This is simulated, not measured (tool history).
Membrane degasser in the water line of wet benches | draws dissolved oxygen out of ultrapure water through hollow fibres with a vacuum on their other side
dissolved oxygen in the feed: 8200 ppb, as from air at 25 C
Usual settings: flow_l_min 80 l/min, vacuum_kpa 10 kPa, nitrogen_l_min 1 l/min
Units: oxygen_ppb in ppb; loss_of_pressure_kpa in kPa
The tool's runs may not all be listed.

run,hour,flow_l_min,vacuum_kpa,nitrogen_l_min,oxygen_ppb,loss_of_pressure_kpa
1,0,80,10,1,916.8,58.78
2,306.8,80,14,1,1347.8,58.96
3,569,80,14,1,1348.2,59.1
4,835.5,80,10,1.26,800.7,58.89
5,1155.7,80,9.6,1,875.9,59.11
6,1461.5,61,10.2,1,781.9,45.2
7,1691.9,51,19.3,0.53,2033,37.9
8,1888.4,102,21.5,0.42,3465.5,75.61
9,2054.5,80,10,1,926.3,59.39
10,2365.7,76,24.8,1.08,2176.2,56.71

Forecast each of these 3 alternatives for the next run:
A,2527.1,76,24.1,1.08,?,?
B,2527.1,49,8.3,0.74,?,?
C,2527.1,76,8.8,1.4,?,?

run,oxygen_ppb,loss_of_pressure_kpa
A,2124.9,56.35
B,618.1,36.47
C,618.9,56.22
Without the tool's hidden state the same runs would have given:
run,oxygen_ppb,loss_of_pressure_kpa
A,2103.1,54.1
B,591.1,35.02
C,588.4,53.97
